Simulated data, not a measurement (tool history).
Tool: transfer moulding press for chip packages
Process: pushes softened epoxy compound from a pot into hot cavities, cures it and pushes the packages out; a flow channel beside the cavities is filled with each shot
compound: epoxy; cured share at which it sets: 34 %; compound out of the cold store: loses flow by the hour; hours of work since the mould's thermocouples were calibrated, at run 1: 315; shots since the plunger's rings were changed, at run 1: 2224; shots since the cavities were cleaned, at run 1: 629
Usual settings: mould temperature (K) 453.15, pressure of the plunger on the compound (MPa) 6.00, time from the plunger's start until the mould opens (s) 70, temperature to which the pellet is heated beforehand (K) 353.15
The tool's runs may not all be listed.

run     day  mould temperature (K)  pressure of the plunger on the compound (MPa)  time from the plunger's start until the mould opens (s)  temperature to which the pellet is heated beforehand (K)  hours of work since the mould's thermocouples were calibrated  shots since the plunger's rings were changed  shots since the cavities were cleaned  incoming compound's hours out of the cold store  length that the compound runs in the flow channel (mm)  greatest force on the pins that push the packages out (N)
  1   0.000                 453.15                                           6.00                                                       70                                                    353.15                                                            315                                          2224                                    629                                             29.3                                                     817                                                        322
  2   0.629                 448.15                                           6.00                                                       70                                                    353.15                                                            326                                          2472                                    877                                             30.4                                                     809                                                        476
  3   0.975                 453.15                                           6.00                                                       70                                                    353.15                                                            332                                          2608                                   1013                                             19.0                                                     850                                                        362
      1.217  -- cavities cleaned with cleaning compound and waxed
  4   1.712                 453.15                                           6.00                                                       70                                                    353.15                                                            344                                          2875                                    196                                             28.3                                                     801                                                        277
  5   2.167                 453.15                                           6.00                                                       70                                                    353.15                                                            352                                          3053                                    374                                             27.6                                                     802                                                        309
  6   2.783                 453.15                                           6.00                                                       70                                                    353.15                                                            363                                          3297                                    618                                             20.8                                                     831                                                        337
      3.171  -- plunger's sealing rings changed
  7   3.354                 453.15                                           6.00                                                       70                                                    353.15                                                            371                                            72                                    802                                             15.5                                                     916                                                        378
      4.125  -- cavities cleaned with cleaning compound and waxed
  8   4.150                 456.15                                           6.00                                                       70                                                    353.15                                                            384                                           361                                     11                                             40.9                                                     788                                                        208
  9   4.688                 445.15                                           6.00                                                       70                                                    353.15                                                            393                                           572                                    222                                             13.5                                                     927                                                        507
 10   5.071                 445.15                                           6.00                                                       70                                                    353.15                                                            400                                           723                                    373                                              9.9                                                     945                                                        562
 11   5.592                 445.15                                           6.00                                                       70                                                    353.15                                                            409                                           929                                    579                                             21.2                                                     882                                                        582
      5.717  -- mould's thermocouples calibrated
 12   6.421                 445.15                                           6.00                                                       70                                                    353.15                                                             12                                          1223                                    873                                             17.5                                                     894                                                        593
      7.012  -- cavities cleaned with cleaning compound and waxed
 13   7.083                 453.15                                           6.00                                                       70                                                    354.15                                                             23                                          1458                                     27                                             34.9                                                     802                                                        233
      7.225  -- mould's thermocouples calibrated, once more
 14   7.471                 453.15                                           6.00                                                       70                                                    353.15                                                              4                                          1579                                    148                                             13.6                                                     895                                                        289
 15   7.929                 453.15                                           6.00                                                       70                                                    353.15                                                             12                                          1760                                    329                                             23.4                                                     849                                                        318
 16   8.433                 446.15                                           5.92                                                       72                                                    343.15                                                             21                                          1958                                    527                                             10.4                                                     916                                                        573
 17   9.021                 457.15                                           7.48                                                       66                                                    360.15                                                             31                                          2189                                    758                                             13.2                                                     990                                                        346
 18   9.350                 460.15                                           6.00                                                       54                                                    347.15                                                             37                                          2319                                    888                                             24.3                                                     821                                                        518
      9.858  -- cavities cleaned with cleaning compound and waxed
 19  10.092                 460.15                                           6.00                                                      102                                                    347.15                                                             49                                          2587                                     91                                             37.4                                                     768                                                        175
 20  10.638                 460.15                                           6.00                                                      102                                                    347.15                                                             58                                          2802                                    306                                             34.3                                                     773                                                        201
 21  11.312                 460.15                                           6.00                                                      102                                                    347.15                                                             70                                          3069                                    573                                             26.7                                                     805                                                        233
 22  11.950                 448.15                                           6.81                                                       70                                                    353.15                                                             81                                          3321                                    825                                             12.5                                                     949                                                        530
     12.283  -- plunger's sealing rings changed
 23  12.371                 450.15                                           4.53                                                       52                                                    346.15                                                             87                                            35                                    948                                             21.8                                                     771                                                        981
     12.767  -- cavities cleaned with cleaning compound and waxed
 24  13.171                 459.15                                           7.47                                                       70                                                    351.15                                                            100                                           327                                    161                                             15.0                                                    1000                                                        224
 25  13.504                 449.15                                           5.48                                                       77                                                    362.15                                                            106                                           457                                    291                                             27.4                                                     815                                                        286
 26  14.150                 453.15                                           6.00                                                       53                                                    353.15                                                            117                                           713                                    547                                             47.8                                                     752                                                        677
 27  14.617                 453.15                                           5.83                                                       57                                                    350.15                                                            125                                           897                                    731                                             44.2                                                     757                                                        574

3 ways to go on from here, each from the tool as it stands after run 27. What would each give?
  A  15.238                 453.15                                           6.00                                                       95                                                    353.15                                                            136                                          1141                                    975                                             13.6                                                       ?                                                          ?
  B  15.238                 453.15                                           5.83                                                       54                                                    354.15                                                            136                                          1141                                    975                                             15.0                                                       ?                                                          ?
  C  15.238                 454.15                                           5.83                                                       57                                                    350.15                                                            136                                          1141                                    975                                             24.3                                                       ?                                                          ?

run  length that the compound runs in the flow channel (mm)  greatest force on the pins that push the packages out (N)
  A                                                     898                                                        253
  B                                                     887                                                        820
  C                                                     829                                                        632
Without the tool's hidden state the same runs would have given:
run  length that the compound runs in the flow channel (mm)  greatest force on the pins that push the packages out (N)
  A                                                     920                                                        164
  B                                                     908                                                        542
  C                                                     849                                                        419

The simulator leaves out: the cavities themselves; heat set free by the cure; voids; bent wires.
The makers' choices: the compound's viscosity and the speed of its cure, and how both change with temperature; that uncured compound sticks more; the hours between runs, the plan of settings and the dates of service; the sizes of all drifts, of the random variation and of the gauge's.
